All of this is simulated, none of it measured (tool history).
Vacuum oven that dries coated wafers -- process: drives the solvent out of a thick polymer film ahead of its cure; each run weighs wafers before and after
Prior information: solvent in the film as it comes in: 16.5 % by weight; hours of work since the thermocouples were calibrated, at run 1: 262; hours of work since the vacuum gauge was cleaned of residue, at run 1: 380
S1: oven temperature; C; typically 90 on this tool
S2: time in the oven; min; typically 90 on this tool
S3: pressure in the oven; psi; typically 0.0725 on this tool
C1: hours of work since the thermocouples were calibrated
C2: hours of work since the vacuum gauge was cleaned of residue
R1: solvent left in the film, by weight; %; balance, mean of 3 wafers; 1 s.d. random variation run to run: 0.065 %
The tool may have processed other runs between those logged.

Run 1, hour 0: usual settings; C1 262; C2 380. Result: R1 4.56 %.
Run 2, hour 10.4: usual settings; C1 269; C2 388. Result: R1 4.57 %.
Run 3, hour 30.5: usual settings; C1 285; C2 403. Result: R1 4.59 %.
Run 4, hour 47.1: usual settings but S2 126 min; C1 297; C2 415. Result: R1 3.17 %.
Run 5, hour 69.9: usual settings; C1 315; C2 433. Result: R1 4.67 %.
Run 6, hour 90.9: usual settings but S3 0.1162 psi; C1 331; C2 449. Result: R1 5.04 %.
Run 7, hour 113.7: usual settings but S2 58 min; C1 348; C2 466. Result: R1 6.69 %.
Run 8, hour 132.4: usual settings but S2 58 min; C1 362; C2 480. Result: R1 6.68 %.
Run 9, hour 143: usual settings but S2 58 min; C1 370; C2 488. Result: R1 6.64 %.
Run 10, hour 168.1: usual settings but S1 97 C; C1 389; C2 507. Result: R1 2.44 %.
Run 11, hour 186.7: usual settings but S1 95 C; C1 403; C2 521. Result: R1 3.09 %.
Run 12, hour 197.4: usual settings but S3 0.0537 psi; C1 411; C2 529. Result: R1 4.61 %.
Run 13, hour 219.7: usual settings but S3 0.0537 psi; C1 428; C2 546. Result: R1 4.59 %.
Run 14, hour 230.7: usual settings but S3 0.0537 psi; C1 437; C2 555. Result: R1 4.41 %.
Run 15, hour 248.8: usual settings but S3 0.0537 psi; C1 450; C2 568. Result: R1 4.45 %.
Run 16, hour 274: usual settings but S3 0.093 psi; C1 469; C2 588. Result: R1 4.87 %.
Run 17, hour 290.8: usual settings; C1 482; C2 600. Result: R1 4.8 %.
Run 18, hour 303.4: usual settings but S3 0.0455 psi; C1 492; C2 610. Result: R1 4.56 %.
Run 19, hour 317: usual settings but S3 0.0455 psi; C1 502; C2 620. Result: R1 4.59 %.
Run 20, hour 331.2: usual settings but S1 97 C, S2 110 min, S3 0.0898 psi; C1 513; C2 631. Result: R1 2.15 %.
Run 21, hour 342.1: usual settings but S1 91 C, S3 0.126 psi; C1 521; C2 639. Result: R1 4.79 %.
Run 22, hour 365.4: usual settings but S1 91 C, S3 0.126 psi; C1 539; C2 657. Result: R1 4.83 %.
Run 23, hour 390: usual settings but S1 96 C, S2 71 min, S3 0.126 psi; C1 557; C2 676. Result: R1 4.18 %.
Run 24, hour 400.8: usual settings but S1 96 C, S2 71 min, S3 0.126 psi; C1 566; C2 684. Result: R1 4.23 %.
Run 25, hour 422.7: usual settings but S1 96 C, S2 71 min, S3 0.126 psi; C1 582; C2 700. Result: R1 4.14 %.
Run 26, hour 434.5: usual settings but S1 96 C, S2 71 min, S3 0.126 psi; C1 591; C2 709. Result: R1 4.17 %.
Run 27, hour 453.5: usual settings but S1 84 C, S2 54 min, S3 0.2734 psi; C1 606; C2 724. Result: R1 10.28 %.
Run 28, hour 477.9: usual settings but S1 104 C, S2 54 min, S3 0.1388 psi; C1 624; C2 742. Result: R1 2.9 %.
Run 29, hour 500.7: usual settings but S1 104 C, S2 54 min, S3 0.1388 psi; C1 641; C2 760. Result: R1 2.91 %.
Run 30, hour 523.2: usual settings but S1 79 C, S2 67 min, S3 0.1388 psi; C1 658; C2 777. Result: R1 10.32 %.
Run 31, hour 542.2: usual settings but S1 75 C, S3 0.0595 psi; C1 673; C2 791. Result: R1 9.97 %.
Run 32, hour 559.6: usual settings but S1 75 C, S2 48 min, S3 0.0595 psi; C1 686; C2 804. Result: R1 11.71 %.
Run 33, hour 578: usual settings but S1 75 C, S2 48 min, S3 0.0595 psi; C1 700; C2 818. Result: R1 11.85 %.
Run 34, hour 592.6: usual settings but S1 75 C, S2 48 min, S3 0.0595 psi; C1 711; C2 829. Result: R1 11.85 %.
Run 35, hour 604.2: usual settings but S1 96 C, S2 50 min, S3 0.1297 psi; C1 720; C2 838. Result: R1 5.78 %.

Predict the results of run 36:
Run 36, hour 625.5: usual settings but S1 96 C, S2 50 min, S3 0.1297 psi; C1 736; C2 854. Result: R1 ?.

R1: 5.95 %
Take away the tool's hidden state, keep the run-to-run variation as it was, and the same run would have given R1 5.22 %.
